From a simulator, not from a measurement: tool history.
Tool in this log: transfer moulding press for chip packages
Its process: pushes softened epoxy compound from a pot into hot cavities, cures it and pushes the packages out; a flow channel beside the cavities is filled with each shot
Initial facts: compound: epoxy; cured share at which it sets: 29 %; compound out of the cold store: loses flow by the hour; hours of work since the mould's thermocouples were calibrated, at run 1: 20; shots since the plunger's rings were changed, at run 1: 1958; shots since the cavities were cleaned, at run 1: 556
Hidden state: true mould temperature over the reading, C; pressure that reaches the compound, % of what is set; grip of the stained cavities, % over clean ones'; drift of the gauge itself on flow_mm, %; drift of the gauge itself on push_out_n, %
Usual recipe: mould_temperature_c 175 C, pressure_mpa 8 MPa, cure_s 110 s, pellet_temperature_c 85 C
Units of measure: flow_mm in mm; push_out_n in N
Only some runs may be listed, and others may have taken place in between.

| run | hour | mould_temperature_c | pressure_mpa | cure_s | pellet_temperature_c | hours of work since the mould's thermocouples were calibrated | shots since the plunger's rings were changed | shots since the cavities were cleaned | incoming compound's hours out of the cold store | flow_mm | push_out_n |
|---|---|---|---|---|---|---|---|---|---|---|---|
| 1 | 0 | 175 | 8 | 110 | 85 | 20 | 1958 | 556 | 32.1 | 911 | 556 |
| 2 | 11.4 | 175 | 7.61 | 110 | 85 | 28 | 2088 | 686 | 25.5 | 919 | 589 |
| 3 | 22.5 | 175 | 7.61 | 110 | 85 | 36 | 2215 | 813 | 15.9 | 970 | 615 |
| 4 | 35.3 | 175 | 7.61 | 110 | 85 | 46 | 2361 | 959 | 33.3 | 871 | 622 |
| 5 | 42 | 175 | 7.61 | 110 | 85 | 50 | 2436 | 1034 | 29.6 | 889 | 652 |
| 6 | 53 | 175 | 8 | 135 | 85 | 58 | 2563 | 1161 | 28.1 | 915 | 587 |
|  | 55.3 | cavities cleaned with cleaning compound and waxed |
| 7 | 68.7 | 175 | 8 | 135 | 85 | 68 | 2725 | 154 | 10.6 | 1023 | 763 |
| 8 | 80.6 | 175 | 8 | 135 | 85 | 77 | 2860 | 289 | 16 | 985 | 716 |
|  | 83.4 | cavities cleaned with cleaning compound and waxed, once more |
| 9 | 95.3 | 175 | 8 | 135 | 85 | 86 | 3011 | 136 | 20 | 964 | 384 |
| 10 | 106.8 | 175 | 8 | 135 | 85 | 95 | 3142 | 267 | 8.9 | 1032 | 451 |
| 11 | 119.8 | 175 | 8 | 135 | 85 | 104 | 3290 | 415 | 34.7 | 882 | 512 |
|  | 125.7 | plunger's sealing rings changed |
| 12 | 131.4 | 175 | 8 | 135 | 85 | 111 | 65 | 519 | 13.4 | 1037 | 515 |
| 13 | 144 | 175 | 8 | 135 | 85 | 120 | 208 | 662 | 16.2 | 1017 | 568 |
| 14 | 150.3 | 175 | 8 | 135 | 85 | 124 | 280 | 734 | 44 | 862 | 586 |
| 15 | 164.6 | 175 | 9.34 | 135 | 85 | 134 | 444 | 898 | 39.1 | 957 | 582 |
| 16 | 176 | 175 | 8.21 | 110 | 90 | 143 | 574 | 1028 | 23.9 | 984 | 619 |
|  | 190.1 | cavities cleaned with cleaning compound and waxed |
| 17 | 190.6 | 175 | 8 | 110 | 82 | 152 | 723 | 5 | 29 | 937 | 302 |
| 18 | 202.7 | 178 | 6.62 | 147 | 81 | 161 | 861 | 143 | 28 | 846 | 384 |
| 19 | 210.6 | 178 | 8.65 | 147 | 81 | 166 | 951 | 233 | 25.6 | 978 | 432 |
| 20 | 222.8 | 170 | 7.97 | 147 | 81 | 175 | 1090 | 372 | 43.3 | 874 | 489 |
| 21 | 235 | 167 | 8 | 110 | 85 | 184 | 1229 | 511 | 30.6 | 957 | 719 |
| 22 | 248.4 | 167 | 8 | 110 | 85 | 193 | 1383 | 665 | 46.2 | 869 | 762 |
| 23 | 262.6 | 167 | 9.19 | 110 | 85 | 204 | 1544 | 826 | 9.7 | 1161 | 879 |
| 24 | 269.5 | 175 | 6.09 | 110 | 90 | 209 | 1623 | 905 | 39.1 | 764 | 613 |
| 25 | 279.7 | 175 | 9.18 | 95 | 91 | 216 | 1740 | 1022 | 28.7 | 986 | 688 |
| 26 | 287.8 | 175 | 9.18 | 95 | 91 | 222 | 1831 | 1113 | 41.4 | 921 | 680 |
|  | 294.4 | cavities cleaned with cleaning compound and waxed |
| 27 | 302.6 | 169 | 6.79 | 95 | 91 | 231 | 1983 | 93 | 22.7 | 906 | 594 |
| 28 | 317.3 | 182 | 6.73 | 110 | 85 | 242 | 2151 | 261 | 19.8 | 860 | 435 |

5 ways to go on from here, each from the tool as it stands after run 28. What would each give?
| A | 323.9 | 182 | 6.73 | 110 | 81 | 246 | 2226 | 336 | 8.4 | ? | ? |
| B | 323.9 | 173 | 6.73 | 110 | 85 | 246 | 2226 | 336 | 34.2 | ? | ? |
| C | 323.9 | 175 | 6.12 | 104 | 85 | 246 | 2226 | 336 | 12.3 | ? | ? |
| D | 323.9 | 182 | 9.51 | 91 | 83 | 246 | 2226 | 336 | 39.5 | ? | ? |
| E | 323.9 | 172 | 7.85 | 110 | 80 | 246 | 2226 | 336 | 41.2 | ? | ? |

| run | flow_mm | push_out_n |
|---|---|---|
| A | 924 | 468 |
| B | 824 | 514 |
| C | 887 | 507 |
| D | 913 | 486 |
| E | 858 | 522 |
Without the tool's hidden state the same runs would have given:
| run | flow_mm | push_out_n |
|---|---|---|
| A | 953 | 279 |
| B | 849 | 305 |
| C | 915 | 298 |
| D | 942 | 290 |
| E | 885 | 308 |

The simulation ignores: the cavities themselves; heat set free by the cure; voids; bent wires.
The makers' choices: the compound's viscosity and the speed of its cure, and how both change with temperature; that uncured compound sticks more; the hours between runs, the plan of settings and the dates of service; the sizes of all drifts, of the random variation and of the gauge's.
